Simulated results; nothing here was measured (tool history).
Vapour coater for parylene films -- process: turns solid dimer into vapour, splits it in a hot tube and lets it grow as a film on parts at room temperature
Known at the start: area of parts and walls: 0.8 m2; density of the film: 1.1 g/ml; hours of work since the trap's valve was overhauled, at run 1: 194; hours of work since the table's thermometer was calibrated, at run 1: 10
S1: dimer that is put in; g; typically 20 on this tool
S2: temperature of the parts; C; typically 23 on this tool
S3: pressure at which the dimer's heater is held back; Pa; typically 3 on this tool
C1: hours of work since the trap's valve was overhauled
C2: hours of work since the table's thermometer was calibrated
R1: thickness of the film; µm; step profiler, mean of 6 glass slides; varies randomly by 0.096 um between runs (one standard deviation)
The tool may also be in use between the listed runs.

run	hour	S1	S2	S3	C1	C2	R1
1	0	20	23	3	194	10	16.21
2	17.3	20	23	3	204	20	15.99
3	40.6	20	23	3	216	32	16.16
4	62.8	20	23	3	228	44	16.05
5	82	20	23	3	238	54	15.96
6	109.8	8	25	2.08	253	69	6.36
7	130.6	8	25	2.08	264	80	6.34
8	147	10	18	5.48	272	88	8.17
9	174.2	10	18	2.13	287	103	9.07
10	189.5	10	31	2.13	295	111	6.91

Branching from run 10: 5 alternative next runs. What would each branch give?
A	213.8	20	31	10.41	308	124	?
B	213.8	13	22	5.75	308	124	?
C	213.8	36	24	9.49	308	124	?
D	213.8	21	22	10.14	308	124	?
E	213.8	25	25	2.55	308	124	?

run	R1
A	11.77
B	9.68
C	24.54
D	14.78
E	19.34
With the hidden condition removed and each run's random variation left untouched, the same runs would have given:
run	R1
A	12.59
B	10.35
C	26.25
D	15.8
E	20.68
